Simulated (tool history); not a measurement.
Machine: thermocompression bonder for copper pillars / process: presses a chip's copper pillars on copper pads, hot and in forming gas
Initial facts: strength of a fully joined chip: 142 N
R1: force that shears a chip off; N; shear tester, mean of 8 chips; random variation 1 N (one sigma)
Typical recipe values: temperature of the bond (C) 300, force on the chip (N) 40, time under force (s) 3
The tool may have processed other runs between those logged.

{"run": 1, "hour": 0.0, "temperature of the bond (C)": 300, "force on the chip (N)": 40, "time under force (s)": 3, "R1": 77.5}
{"run": 2, "hour": 9.3, "temperature of the bond (C)": 300, "force on the chip (N)": 29, "time under force (s)": 3, "R1": 67.9}
{"run": 3, "hour": 23.4, "temperature of the bond (C)": 300, "force on the chip (N)": 29, "time under force (s)": 3, "R1": 65.6}
{"run": 4, "hour": 32.2, "temperature of the bond (C)": 300, "force on the chip (N)": 40, "time under force (s)": 3, "R1": 78.4}
{"run": 5, "hour": 44.5, "temperature of the bond (C)": 300, "force on the chip (N)": 40, "time under force (s)": 3, "R1": 76.8}
{"run": 6, "hour": 57.4, "temperature of the bond (C)": 300, "force on the chip (N)": 40, "time under force (s)": 3, "R1": 76.7}
{"run": 7, "hour": 69.5, "temperature of the bond (C)": 300, "force on the chip (N)": 40, "time under force (s)": 3, "R1": 74.7}
{"run": 8, "hour": 81.8, "temperature of the bond (C)": 300, "force on the chip (N)": 40, "time under force (s)": 3, "R1": 76.6}
{"hour": 85.2, "done": "heater calibrated with a thermocouple chip"}
{"run": 9, "hour": 96.9, "temperature of the bond (C)": 300, "force on the chip (N)": 40, "time under force (s)": 3, "R1": 73.8}
{"run": 10, "hour": 106.9, "temperature of the bond (C)": 286, "force on the chip (N)": 55, "time under force (s)": 9, "R1": 100.5}
{"hour": 111.0, "done": "heater calibrated with a thermocouple chip, once more"}
{"run": 11, "hour": 118.4, "temperature of the bond (C)": 327, "force on the chip (N)": 40, "time under force (s)": 3, "R1": 92.9}
{"run": 12, "hour": 127.0, "temperature of the bond (C)": 327, "force on the chip (N)": 27, "time under force (s)": 3, "R1": 79.8}
{"run": 13, "hour": 136.3, "temperature of the bond (C)": 327, "force on the chip (N)": 27, "time under force (s)": 3, "R1": 79.4}
{"run": 14, "hour": 143.5, "temperature of the bond (C)": 301, "force on the chip (N)": 40, "time under force (s)": 2, "R1": 67.6}
{"run": 15, "hour": 156.1, "temperature of the bond (C)": 305, "force on the chip (N)": 57, "time under force (s)": 3, "R1": 89.9}
{"hour": 157.9, "done": "forming gas filter changed"}
{"run": 16, "hour": 166.9, "temperature of the bond (C)": 306, "force on the chip (N)": 31, "time under force (s)": 3, "R1": 81}
{"run": 17, "hour": 176.6, "temperature of the bond (C)": 309, "force on the chip (N)": 41, "time under force (s)": 3, "R1": 91.6}
{"run": 18, "hour": 186.1, "temperature of the bond (C)": 309, "force on the chip (N)": 27, "time under force (s)": 2, "R1": 66.3}

Consider 4 possible next runs. They are alternatives, not a sequence: every one starts from the tool as it was left by run 18. What does each give?
{"run": "A", "hour": 194.6, "temperature of the bond (C)": 320, "force on the chip (N)": 28, "time under force (s)": 5, "R1": "?"}
{"run": "B", "hour": 194.6, "temperature of the bond (C)": 294, "force on the chip (N)": 27, "time under force (s)": 2, "R1": "?"}
{"run": "C", "hour": 194.6, "temperature of the bond (C)": 272, "force on the chip (N)": 27, "time under force (s)": 2, "R1": "?"}
{"run": "D", "hour": 194.6, "temperature of the bond (C)": 304, "force on the chip (N)": 30, "time under force (s)": 9, "R1": "?"}

run=A R1=99.4
run=B R1=57.9
run=C R1=45
run=D R1=104.4
Stripped of hidden state, with their random variation kept, the same runs would have yielded:
run=A R1=101.2
run=B R1=59.2
run=C R1=46
run=D R1=106.3

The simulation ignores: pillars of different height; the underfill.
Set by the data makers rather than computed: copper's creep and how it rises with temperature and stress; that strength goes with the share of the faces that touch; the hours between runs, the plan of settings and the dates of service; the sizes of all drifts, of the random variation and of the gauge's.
